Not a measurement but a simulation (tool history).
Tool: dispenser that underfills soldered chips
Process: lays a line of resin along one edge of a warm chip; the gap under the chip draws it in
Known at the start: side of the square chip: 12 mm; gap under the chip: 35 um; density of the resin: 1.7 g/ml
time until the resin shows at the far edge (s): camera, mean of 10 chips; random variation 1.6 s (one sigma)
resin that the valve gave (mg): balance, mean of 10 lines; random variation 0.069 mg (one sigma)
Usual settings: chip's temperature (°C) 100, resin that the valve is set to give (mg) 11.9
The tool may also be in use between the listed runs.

run   hour  chip's temperature (°C)  resin that the valve is set to give (mg)  time until the resin shows at the far edge (s)  resin that the valve gave (mg)
  1    0.0                      100                                      11.9                                           195.1                           11.06
       4.9  -- new syringe of resin
  2    6.4                      100                                      11.8                                           164.5                           11.00
  3   12.1                      100                                      14.1                                           186.8                           13.10
      18.0  -- new syringe of resin
  4   19.1                      109                                      11.9                                           122.1                           10.91
  5   23.1                      109                                      11.9                                           135.9                           10.97
  6   29.3                      102                                      11.9                                           204.6                           10.89
      31.0  -- new syringe of resin
  7   35.6                      100                                      10.7                                           182.7                            9.84
  8   39.8                      109                                      11.9                                           150.5                           10.98
  9   43.0                      109                                      11.9                                           163.1                           10.87
      44.3  -- new syringe of resin
 10   48.5                      109                                      11.9                                           132.6                           10.82
      51.9  -- dispensing valve cleaned and set on the balance
 11   56.6                      109                                      11.9                                           159.8                           11.81
      58.6  -- new syringe of resin
 12   64.1                      109                                      11.9                                           135.0                           11.83
 13   67.6                      100                                      10.6                                           201.1                           10.53
      71.4  -- new syringe of resin
 14   74.0                      100                                      10.6                                           170.5                           10.44
 15   81.6                      100                                      10.9                                           207.1                           10.75
      84.3  -- new syringe of resin
 16   89.3                      100                                      14.6                                           170.2                           14.36
 17   93.6                      100                                      11.9                                           201.5                           11.65
      97.1  -- new syringe of resin
 18  101.9                      100                                      11.9                                           172.8                           11.61
 19  106.9                      111                                      13.3                                           135.3                           12.88
     109.8  -- new syringe of resin
 20  115.0                      105                                      12.3                                           148.8                           11.84
 21  118.4                      104                                      11.4                                           174.1                           10.99
     122.7  -- new syringe of resin
 22  124.6                      104                                      11.4                                           146.0                           10.99
 23  129.7                      104                                      11.4                                           165.8                           10.92
     135.6  -- new syringe of resin
 24  136.5                       94                                      12.0                                           190.5                           11.42
 25  140.9                       97                                      11.3                                           193.1                           10.82
     148.4  -- new syringe of resin
 26  149.1                       89                                      10.8                                           231.7                           10.30
 27  153.0                       86                                      13.9                                           261.6                           13.24
 28  159.6                       86                                      10.6                                           334.5                           10.09
     161.2  -- new syringe of resin
 29  164.1                       86                                      14.0                                           251.3                           13.19
 30  169.3                      110                                      11.2                                           144.9                           10.61
     174.3  -- new syringe of resin
 31  174.5                      110                                      11.2                                           116.3                           10.53
 32  181.6                       99                                      11.4                                           194.8                           10.64
     187.6  -- new syringe of resin
 33  189.4                       99                                      11.4                                           166.6                           10.70
 34  192.8                       92                                      11.0                                           229.2                           10.26
 35  199.7                      102                                      11.9                                           192.9                           11.05

The same runs without the tool's hidden state, with the same run-to-run variation:
The hidden state here: resin's viscosity, % of fresh resin's; dose that the valve gives, % of what is set; true chip temperature over the reading, C; drift of the gauge itself on fill_s, %; drift of the gauge itself on given_mg, %.
run  time until the resin shows at the far edge (s)  resin that the valve gave (mg)
  1                                           156.5                           11.86
  2                                           157.4                           11.82
  3                                           154.9                           14.13
  4                                           118.6                           11.80
  5                                           118.3                           11.89
  6                                           151.0                           11.85
  7                                           161.2                           10.72
  8                                           119.8                           11.99
  9                                           119.0                           11.89
 10                                           119.0                           11.87
 11                                           121.6                           11.85
 12                                           120.7                           11.91
 13                                           163.6                           10.62
 14                                           162.3                           10.56
 15                                           160.2                           10.91
 16                                           152.8                           14.63
 17                                           160.7                           11.90
 18                                           158.6                           11.89
 19                                           108.4                           13.24
 20                                           135.4                           12.22
 21                                           143.9                           11.36
 22                                           143.0                           11.39
 23                                           141.4                           11.34
 24                                           192.0                           11.89
 25                                           172.1                           11.29
 26                                           234.3                           10.79
 27                                           240.6                           13.89
 28                                           254.1                           10.63
 29                                           241.7                           13.92
 30                                           119.1                           11.22
 31                                           118.9                           11.17
 32                                           165.0                           11.32
 33                                           165.7                           11.43
 34                                           207.8                           10.98
 35                                           145.8                           11.86

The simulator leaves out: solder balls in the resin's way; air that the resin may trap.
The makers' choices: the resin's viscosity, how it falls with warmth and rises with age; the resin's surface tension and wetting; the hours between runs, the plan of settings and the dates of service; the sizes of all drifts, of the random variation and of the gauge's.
